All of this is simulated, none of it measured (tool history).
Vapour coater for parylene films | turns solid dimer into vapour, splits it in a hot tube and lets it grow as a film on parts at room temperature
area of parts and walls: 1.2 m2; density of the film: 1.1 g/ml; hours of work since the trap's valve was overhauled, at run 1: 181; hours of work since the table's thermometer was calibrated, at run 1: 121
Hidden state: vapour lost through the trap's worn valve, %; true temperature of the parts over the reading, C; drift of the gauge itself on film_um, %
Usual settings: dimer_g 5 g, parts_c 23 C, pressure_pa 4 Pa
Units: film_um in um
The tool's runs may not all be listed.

run     day  dimer_g  parts_c  pressure_pa  hours of work since the trap's valve was overhauled  hours of work since the table's thermometer was calibrated  film_um
  1       0        5       23            4                                                  181                                                         121     2.86
  2   0.617        5       23         9.84                                                  191                                                         132     2.32
  3   0.971        5       23         9.84                                                  198                                                         138     2.29
  4   1.283        5       23         9.84                                                  203                                                         143     2.32
  5   1.633        3       23            4                                                  209                                                         149     1.73
  6   2.008        5       23            4                                                  216                                                         156     2.83
  7   2.538        5       23            4                                                  225                                                         165     2.82
  8     2.9        5       23            4                                                  231                                                         171     2.82
  9   3.392        5       23            4                                                  240                                                         180     2.82
 10   4.017        5       23            4                                                  250                                                         191      2.8
 11   4.562        5       23            4                                                  260                                                         200     2.82
 12     5.1        2       23            4                                                  269                                                         209     1.15
 13   5.358        2       23            4                                                  274                                                         214      1.1
 14   5.975        2       23            4                                                  284                                                         224     1.12
 15   6.354        2       23            4                                                  291                                                         231     1.13
 16   6.892        2       23            4                                                  300                                                         240     1.14
 17   7.508        9       27         3.18                                                  311                                                         251     4.83
 18   7.771        3       27         3.18                                                  315                                                         256     1.61
 19   8.262        3       27         3.18                                                  324                                                         264      1.6
 20   8.604        3       27         3.18                                                  330                                                         270     1.61
 21   8.996        4       27          2.5                                                  337                                                         277     2.27
 22   9.371        5       27            4                                                  343                                                         283     2.56
 23   9.779        5       27            4                                                  350                                                         290     2.51
 24  10.238        2       33         3.23                                                  358                                                         298     0.94
 25   10.55        2       33         3.23                                                  364                                                         304     0.91
 26  10.808        2       33         3.23                                                  368                                                         308     0.91
 27  11.283        5       33         2.37                                                  376                                                         317     2.48
 28  11.846        4       33         2.37                                                  386                                                         326     1.95
 29  12.167        4       33         2.37                                                  392                                                         332     2.02
 30  12.758        3       33         2.76                                                  402                                                         342     1.43
 31  13.133        2       23         2.26                                                  408                                                         349     1.22

Some steps in film_um between neighbouring runs. How much of each would the tool show without its hidden state too (settings, what came in, random variation), and how much is left for the hidden state, with any gauge scatter that isn't in both results?
Run 11 -> 12: dimer_g 5 -> 2. film_um -1.67 um: hidden state +0.12, all else -1.79.
Run 16 -> 17: dimer_g 2 -> 9, parts_c 23 -> 27, pressure_pa 4 -> 3.18. film_um +3.69 um: hidden state -0.3, all else +3.99.
Run 17 -> 18: dimer_g 9 -> 3. film_um -3.22 um: hidden state +0.25, all else -3.47.
Run 23 -> 24: dimer_g 5 -> 2, parts_c 27 -> 33, pressure_pa 4 -> 3.23. film_um -1.57 um: hidden state +0.15, all else -1.72.
